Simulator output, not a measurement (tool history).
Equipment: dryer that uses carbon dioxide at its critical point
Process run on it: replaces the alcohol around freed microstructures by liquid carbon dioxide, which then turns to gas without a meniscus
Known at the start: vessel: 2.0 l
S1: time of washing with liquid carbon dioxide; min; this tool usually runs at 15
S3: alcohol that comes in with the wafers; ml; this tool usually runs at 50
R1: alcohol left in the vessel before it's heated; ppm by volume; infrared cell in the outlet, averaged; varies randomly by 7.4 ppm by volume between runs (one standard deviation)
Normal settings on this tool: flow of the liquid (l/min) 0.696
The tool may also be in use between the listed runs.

{"run": 1, "day": 0.0, "S1": 15, "flow of the liquid (l/min)": 0.696, "S3": 50, "R1": 419}
{"run": 2, "day": 1.738, "S1": 15, "flow of the liquid (l/min)": 0.696, "S3": 50, "R1": 441}
{"run": 3, "day": 2.608, "S1": 15, "flow of the liquid (l/min)": 0.696, "S3": 50, "R1": 451}
{"run": 4, "day": 3.429, "S1": 15, "flow of the liquid (l/min)": 0.696, "S3": 45, "R1": 414}
{"run": 5, "day": 4.608, "S1": 15, "flow of the liquid (l/min)": 0.696, "S3": 45, "R1": 421}
{"run": 6, "day": 6.058, "S1": 13, "flow of the liquid (l/min)": 0.869, "S3": 95, "R1": 649}
{"run": 7, "day": 7.225, "S1": 11, "flow of the liquid (l/min)": 0.781, "S3": 28, "R1": 590}
{"run": 8, "day": 8.442, "S1": 15, "flow of the liquid (l/min)": 1.079, "S3": 50, "R1": 138}
{"run": 9, "day": 9.946, "S1": 12, "flow of the liquid (l/min)": 0.551, "S3": 95, "R1": 3677}
{"run": 10, "day": 11.3, "S1": 15, "flow of the liquid (l/min)": 0.501, "S3": 95, "R1": 2624}

Some steps in R1, run to run, broken into two amounts with sign: the step expected even without the hidden condition (settings, incoming material, random variation), and the rest, left for the hidden condition together with whatever gauge scatter is not in both the measured and the hidden-condition-free result:
Hidden state present: flow that reaches the vessel past the clogged filter, %; alcohol in the recycled carbon dioxide, ppm; drift of the gauge itself on alcohol_ppm, %.
Run 8 -> 9: S1 15 -> 12, flow of the liquid (l/min) 1.079 -> 0.551, S3 50 -> 95. R1 +3539 ppm by volume: hidden state +429, all else +3110.

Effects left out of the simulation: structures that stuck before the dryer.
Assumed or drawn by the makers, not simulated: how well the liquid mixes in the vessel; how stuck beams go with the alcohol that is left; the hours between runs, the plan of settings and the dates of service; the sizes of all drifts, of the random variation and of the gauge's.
